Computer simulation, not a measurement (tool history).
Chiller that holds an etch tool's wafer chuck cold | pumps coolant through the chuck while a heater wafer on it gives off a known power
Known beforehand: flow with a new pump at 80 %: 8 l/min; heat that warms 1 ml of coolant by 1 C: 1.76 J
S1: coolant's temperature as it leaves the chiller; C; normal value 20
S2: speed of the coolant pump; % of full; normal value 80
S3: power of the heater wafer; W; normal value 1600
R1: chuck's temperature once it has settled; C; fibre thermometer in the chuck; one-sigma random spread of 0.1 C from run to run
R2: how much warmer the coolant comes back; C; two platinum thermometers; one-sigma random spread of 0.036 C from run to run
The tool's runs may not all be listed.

Run 1, hour 0.0: usual settings. Result: R1 32.0 C, R2 6.85 C.
Run 2, hour 36.2: usual settings. Result: R1 31.8 C, R2 6.90 C.
Run 3, hour 52.5: usual settings but S1 12 C. Result: R1 23.7 C, R2 6.80 C.
Run 4, hour 77.4: usual settings but S1 12 C. Result: R1 24.0 C, R2 6.82 C.
Run 5, hour 101.5: usual settings but S1 11 C. Result: R1 22.9 C, R2 6.84 C.
Run 6, hour 124.4: usual settings but S1 11 C. Result: R1 22.8 C, R2 6.83 C.
Run 7, hour 156.1: usual settings but S1 16 C. Result: R1 28.0 C, R2 6.83 C.
Run 8, hour 191.5: usual settings but S3 1615 W. Result: R1 32.1 C, R2 7.04 C.
Run 9, hour 224.6: usual settings but S3 1615 W. Result: R1 32.0 C, R2 6.94 C.
Run 10, hour 242.0: usual settings. Result: R1 31.8 C, R2 6.94 C.
Run 11, hour 272.6: usual settings. Result: R1 31.9 C, R2 6.92 C.
Run 12, hour 306.7: usual settings. Result: R1 31.8 C, R2 6.90 C.
Run 13, hour 333.8: usual settings but S1 22 C. Result: R1 33.8 C, R2 6.94 C.
Run 14, hour 370.1: usual settings but S1 22 C. Result: R1 33.8 C, R2 6.93 C.
Run 15, hour 389.0: usual settings but S2 64 % of full. Result: R1 33.9 C, R2 8.85 C.
Run 16, hour 410.6: usual settings but S2 64 % of full. Result: R1 34.0 C, R2 8.93 C.
Run 17, hour 436.6: usual settings but S1 26 C, S2 77 % of full, S3 1922 W. Result: R1 40.8 C, R2 8.65 C.
Run 18, hour 472.4: usual settings but S1 26 C, S2 77 % of full, S3 1922 W. Result: R1 40.6 C, R2 8.67 C.
Run 19, hour 491.0: usual settings but S1 18 C, S2 97 % of full. Result: R1 28.2 C, R2 5.69 C.
Run 20, hour 513.2: usual settings but S1 16 C, S2 95 % of full, S3 1038 W. Result: R1 22.7 C, R2 3.81 C.
Run 21, hour 547.4: usual settings but S1 25 C, S2 63 % of full, S3 1577 W. Result: R1 38.9 C, R2 8.91 C.
Run 22, hour 583.4: usual settings but S2 65 % of full, S3 1820 W. Result: R1 35.6 C, R2 9.99 C.
Run 23, hour 606.5: usual settings but S1 13 C, S2 64 % of full, S3 910 W. Result: R1 21.0 C, R2 5.16 C.
Run 24, hour 629.7: usual settings but S1 13 C, S2 64 % of full, S3 910 W. Result: R1 20.8 C, R2 5.17 C.
Run 25, hour 651.2: usual settings but S1 14 C, S2 79 % of full. Result: R1 25.9 C, R2 7.11 C.
At hour 657.7: gauge calibrated.
Run 26, hour 685.7: usual settings but S1 14 C, S2 79 % of full. Result: R1 25.9 C, R2 6.94 C.
Run 27, hour 720.7: usual settings but S1 14 C, S2 79 % of full, S3 1538 W. Result: R1 25.4 C, R2 6.66 C.
Run 28, hour 754.4: usual settings but S1 10 C, S2 79 % of full, S3 1538 W. Result: R1 21.6 C, R2 6.69 C.
Run 29, hour 776.8: usual settings but S1 13 C, S2 79 % of full, S3 1538 W. Result: R1 24.5 C, R2 6.72 C.
Run 30, hour 807.4: usual settings but S1 19 C, S2 82 % of full, S3 1256 W. Result: R1 28.1 C, R2 5.23 C.
Run 31, hour 836.9: usual settings but S1 19 C, S2 82 % of full, S3 1256 W. Result: R1 28.2 C, R2 5.28 C.
Run 32, hour 868.3: usual settings but S1 13 C, S2 82 % of full, S3 932 W. Result: R1 19.6 C, R2 3.88 C.

Below are 4 alternative next runs, each starting from the tool's condition after run 32. Predict each:
Run A, hour 891.6: usual settings but S1 13 C. Result: R1 ?, R2 ?.
Run B, hour 891.6: usual settings but S1 21 C, S3 1422 W. Result: R1 ?, R2 ?.
Run C, hour 891.6: usual settings but S1 15 C, S2 82 % of full, S3 1176 W. Result: R1 ?, R2 ?.
Run D, hour 891.6: usual settings but S1 19 C, S2 62 % of full, S3 2329 W. Result: R1 ?, R2 ?.

run    R1     R2
  A  24.8   6.89
  B  31.5   6.14
  C  23.4   4.95
  D  39.7  13.35
Stripped of hidden state, with their random variation kept, the same runs would have yielded:
run    R1     R2
  A  24.8   6.82
  B  31.5   6.07
  C  23.4   4.88
  D  39.7  13.28
